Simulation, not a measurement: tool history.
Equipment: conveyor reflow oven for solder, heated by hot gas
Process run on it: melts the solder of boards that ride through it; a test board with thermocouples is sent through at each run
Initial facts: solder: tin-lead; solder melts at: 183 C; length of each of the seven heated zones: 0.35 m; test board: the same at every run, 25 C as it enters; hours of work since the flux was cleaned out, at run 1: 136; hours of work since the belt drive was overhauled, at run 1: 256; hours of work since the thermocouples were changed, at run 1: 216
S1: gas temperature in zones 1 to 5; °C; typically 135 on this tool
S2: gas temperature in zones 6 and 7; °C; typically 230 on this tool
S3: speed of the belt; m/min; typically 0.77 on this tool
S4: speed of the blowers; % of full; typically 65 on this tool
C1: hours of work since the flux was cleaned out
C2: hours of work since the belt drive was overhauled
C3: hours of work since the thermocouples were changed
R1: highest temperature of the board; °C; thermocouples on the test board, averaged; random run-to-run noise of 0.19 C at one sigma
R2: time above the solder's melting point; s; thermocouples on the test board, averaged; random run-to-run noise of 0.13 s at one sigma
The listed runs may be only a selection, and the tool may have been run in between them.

run,day,S1,S2,S3,S4,C1,C2,C3,R1,R2
1,0,135,230,0.77,65,136,256,216,209.4,34.8
2,2.25,135,230,0.77,65,158,277,238,209,34.5
# day 4.65: flux residue cleaned out of gas plates and filters
3,4.829,135,230,0.77,65,2,300,260,210.3,35.7
4,7.067,135,230,0.77,65,23,322,282,210.3,35.6
# day 7.367: belt drive overhauled, speed set with a stopwatch
5,9.333,135,230,0.77,65,44,19,302,210.3,35.7
6,11.529,135,230,0.833,65,65,40,323,207.1,30.2

For run 7, what comes out?
7,13.588,123,239,0.833,65,85,60,343,?,?

R1: 211.4 °C
R2: 30.4 s
Take away the tool's hidden state, keep the run-to-run variation as it was, and the same run would have given R1 212.3 °C, R2 30.7 s.

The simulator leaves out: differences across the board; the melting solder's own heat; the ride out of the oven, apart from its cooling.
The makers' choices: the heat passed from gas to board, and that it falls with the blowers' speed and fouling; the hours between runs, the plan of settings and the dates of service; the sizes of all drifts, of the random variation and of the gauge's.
